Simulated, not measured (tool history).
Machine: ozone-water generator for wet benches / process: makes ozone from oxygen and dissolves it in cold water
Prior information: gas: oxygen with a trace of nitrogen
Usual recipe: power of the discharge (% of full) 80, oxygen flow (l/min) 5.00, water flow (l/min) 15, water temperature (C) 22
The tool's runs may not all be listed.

| run | hour | power of the discharge (% of full) | oxygen flow (l/min) | water flow (l/min) | water temperature (C) | dissolved ozone (ppm) | ozone in the gas ahead of the water (g/m3) |
|---|---|---|---|---|---|---|---|
| 1 | 0.0 | 80 | 5.00 | 15 | 22 | 16.7 | 190.1 |
| 2 | 122.9 | 80 | 5.00 | 15 | 22 | 16.9 | 193.5 |
| 3 | 189.7 | 80 | 5.00 | 15 | 22 | 16.6 | 190.6 |
| 4 | 294.6 | 80 | 5.00 | 15 | 22 | 16.5 | 189.3 |
| 5 | 390.5 | 80 | 5.00 | 15 | 22 | 16.4 | 189.2 |
| 6 | 489.8 | 80 | 5.22 | 15 | 28 | 14.8 | 187.9 |
| 7 | 610.1 | 80 | 5.22 | 15 | 28 | 14.6 | 186.3 |
|  | 620.1 | water thermometer calibrated |
| 8 | 705.7 | 80 | 5.22 | 15 | 28 | 14.5 | 187.7 |
|  | 827.7 | water thermometer calibrated, once more |
| 9 | 827.7 | 91 | 3.24 | 22 | 30 | 10.5 | 236.1 |
| 10 | 939.7 | 83 | 5.00 | 15 | 20 | 17.0 | 191.6 |

Below are 4 alternative next runs, each starting from the tool's condition after run 10. Predict each:
| A | 1067.1 | 83 | 5.00 | 14 | 20 | ? | ? |
| B | 1067.1 | 70 | 5.00 | 15 | 23 | ? | ? |
| C | 1067.1 | 83 | 3.51 | 15 | 16 | ? | ? |
| D | 1067.1 | 80 | 5.00 | 9 | 22 | ? | ? |

| run | dissolved ozone (ppm) | ozone in the gas ahead of the water (g/m3) |
|---|---|---|
| A | 17.8 | 190.0 |
| B | 15.0 | 175.6 |
| C | 16.9 | 219.6 |
| D | 23.0 | 188.3 |
Take away the tool's hidden state, keep each run's random variation, and the runs would have read:
| run | dissolved ozone (ppm) | ozone in the gas ahead of the water (g/m3) |
|---|---|---|
| A | 20.1 | 211.1 |
| B | 16.8 | 193.2 |
| C | 19.2 | 243.8 |
| D | 25.8 | 208.7 |

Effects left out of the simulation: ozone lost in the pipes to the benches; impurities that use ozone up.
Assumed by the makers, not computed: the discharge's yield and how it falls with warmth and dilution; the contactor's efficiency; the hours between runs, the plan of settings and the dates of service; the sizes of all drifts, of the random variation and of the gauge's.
